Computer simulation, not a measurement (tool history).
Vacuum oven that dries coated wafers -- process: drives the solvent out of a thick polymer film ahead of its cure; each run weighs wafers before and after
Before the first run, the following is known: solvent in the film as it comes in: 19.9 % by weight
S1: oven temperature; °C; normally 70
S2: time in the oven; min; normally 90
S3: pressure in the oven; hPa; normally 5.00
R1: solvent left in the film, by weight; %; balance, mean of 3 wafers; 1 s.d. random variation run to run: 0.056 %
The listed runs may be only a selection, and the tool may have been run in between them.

run   hour  S1   S2     S3    R1
  1    0.0  70   90   5.00  3.00
  2   15.3  70   90   5.00  3.05
  3   34.5  70   90   5.00  2.91
  4   45.2  70   90   2.70  2.77
  5   56.1  70   90   2.70  2.58
  6   73.4  70   90  11.08  3.70
  7   87.8  70   90  11.08  3.66
  8  108.6  70   90   5.00  3.00
  9  117.7  70   90   5.00  2.96
 10  129.9  70   90   5.00  3.11
 11  142.1  70   90   3.68  2.86
 12  162.4  70   62   3.68  4.61
 13  172.8  70   90   8.13  3.28
 14  184.9  70   90   8.13  3.34
 15  198.0  62   58   5.00  8.96
 16  209.8  62   58   5.00  8.93
 17  223.2  76   95   5.00  1.21
 18  242.9  76   95   5.00  1.37
 19  253.3  68   90   5.00  3.72
 20  266.4  70   74   5.00  3.87
 21  281.0  69   68   5.22  4.77
 22  301.1  70  152   2.99  1.38
 23  310.6  70   47   3.45  5.96
 24  329.7  70   52   8.78  5.98
 25  350.0  70   52   8.78  6.00
 26  367.8  70  118   6.69  2.37
 27  384.7  73   90   6.45  2.19
     398.7  -- vacuum gauge cleaned of residue and calibrated
 28  402.8  73   90   6.45  1.76

Below are 4 alternative next runs, each starting from the tool's condition after run 28. Predict each:
  A  412.6  73   56   6.45   ?
  B  412.6  66   90   6.45   ?
  C  412.6  80  134  10.21   ?
  D  412.6  57   46   8.73   ?

run     R1
  A   3.40
  B   4.26
  C   0.83
  D  12.08
Had the tool no hidden state, the same runs would have come out as:
run     R1
  A   3.50
  B   4.37
  C   0.84
  D  12.17
